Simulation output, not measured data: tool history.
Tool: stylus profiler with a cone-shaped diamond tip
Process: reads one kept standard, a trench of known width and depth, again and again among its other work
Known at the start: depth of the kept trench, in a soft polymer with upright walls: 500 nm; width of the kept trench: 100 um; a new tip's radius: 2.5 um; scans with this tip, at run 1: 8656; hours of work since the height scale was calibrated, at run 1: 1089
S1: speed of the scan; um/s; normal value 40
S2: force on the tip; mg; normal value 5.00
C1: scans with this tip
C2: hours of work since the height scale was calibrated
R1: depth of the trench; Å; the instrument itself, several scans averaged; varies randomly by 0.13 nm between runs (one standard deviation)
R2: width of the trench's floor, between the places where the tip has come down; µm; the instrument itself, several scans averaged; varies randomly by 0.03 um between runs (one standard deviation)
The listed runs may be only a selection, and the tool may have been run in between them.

run   hour  S1     S2     C1    C2      R1     R2
  1    0.0  40   5.00   8656  1089  5112.6  96.89
  2   54.6  40   3.41   8961  1127  5085.0  96.86
  3   89.3  40   5.00   9155  1151  5109.6  96.92
  4  121.5  40   5.00   9335  1174  5112.0  96.88
  5  177.7  40   5.00   9649  1213  5113.9  96.89
  6  206.8  40   5.00   9811  1234  5108.8  96.87
  7  265.5  40   5.00  10139  1275  5107.9  96.79
  8  321.6  20   5.00  10452  1315  5109.9  96.94
  9  381.9  20   5.00  10789  1357  5110.3  96.89
 10  427.7  40   5.00  11045  1389  5112.4  96.83
     445.9  -- height scale calibrated on a step standard
 11  476.3  40   5.00  11313    21  5112.3  96.80
 12  509.6  40   5.00  11500    45  5112.3  96.88
 13  561.0  35  13.00  11786    81  5209.0  96.93
 14  613.0  35  13.00  12077   117  5207.8  96.91

What does the tool deliver on the next run?
 15  672.8  159  2.20  12411  159   ?   ?

Run 15 came out at R1 5062.0 Å, R2 96.13 µm.
Minus the tool's unlogged condition, the same run would have read R1 5062.0 Å, R2 96.14 µm.
